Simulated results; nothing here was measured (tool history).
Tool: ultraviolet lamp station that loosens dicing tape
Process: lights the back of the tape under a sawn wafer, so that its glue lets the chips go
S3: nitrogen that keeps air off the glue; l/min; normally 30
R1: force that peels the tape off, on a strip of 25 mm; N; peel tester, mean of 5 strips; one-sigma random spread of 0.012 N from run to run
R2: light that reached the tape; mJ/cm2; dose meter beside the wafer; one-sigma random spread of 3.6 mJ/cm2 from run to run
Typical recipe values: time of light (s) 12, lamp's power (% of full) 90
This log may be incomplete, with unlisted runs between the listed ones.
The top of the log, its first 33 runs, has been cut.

{"run": 34, "hour": 1323.7, "time of light (s)": 9, "lamp's power (% of full)": 67, "S3": 16, "R1": 2.124, "R2": 334}
{"run": 35, "hour": 1364.1, "time of light (s)": 11, "lamp's power (% of full)": 67, "S3": 16, "R1": 1.554, "R2": 406}
{"run": 36, "hour": 1409.4, "time of light (s)": 11, "lamp's power (% of full)": 67, "S3": 16, "R1": 1.615, "R2": 410}
{"run": 37, "hour": 1446.9, "time of light (s)": 12, "lamp's power (% of full)": 90, "S3": 11, "R1": 1.137, "R2": 591}
{"run": 38, "hour": 1477.1, "time of light (s)": 12, "lamp's power (% of full)": 90, "S3": 13, "R1": 1.054, "R2": 594}
{"run": 39, "hour": 1504.9, "time of light (s)": 22, "lamp's power (% of full)": 60, "S3": 20, "R1": 0.513, "R2": 731}
{"run": 40, "hour": 1547.6, "time of light (s)": 22, "lamp's power (% of full)": 69, "S3": 20, "R1": 0.427, "R2": 827}
{"run": 41, "hour": 1592.2, "time of light (s)": 21, "lamp's power (% of full)": 66, "S3": 16, "R1": 0.589, "R2": 759}
{"hour": 1635.6, "done": "window cleaned of glue's vapour"}
{"run": 42, "hour": 1642.2, "time of light (s)": 14, "lamp's power (% of full)": 99, "S3": 16, "R1": 0.561, "R2": 761}
{"run": 43, "hour": 1674.8, "time of light (s)": 14, "lamp's power (% of full)": 99, "S3": 16, "R1": 0.565, "R2": 762}

Below are 4 alternative next runs, each starting from the tool's condition after run 43. Predict each:
{"run": "A", "hour": 1721.3, "time of light (s)": 12, "lamp's power (% of full)": 95, "S3": 35, "R1": "?", "R2": "?"}
{"run": "B", "hour": 1721.3, "time of light (s)": 8, "lamp's power (% of full)": 64, "S3": 57, "R1": "?", "R2": "?"}
{"run": "C", "hour": 1721.3, "time of light (s)": 15, "lamp's power (% of full)": 99, "S3": 30, "R1": "?", "R2": "?"}
{"run": "D", "hour": 1721.3, "time of light (s)": 11, "lamp's power (% of full)": 76, "S3": 38, "R1": "?", "R2": "?"}

run=A R1=0.483 R2=630
run=B R1=1.331 R2=279
run=C R1=0.358 R2=825
run=D R1=0.767 R2=463
Without the tool's unlogged condition, the same runs would have read:
run=A R1=0.480 R2=632
run=B R1=1.326 R2=280
run=C R1=0.357 R2=827
run=D R1=0.763 R2=465
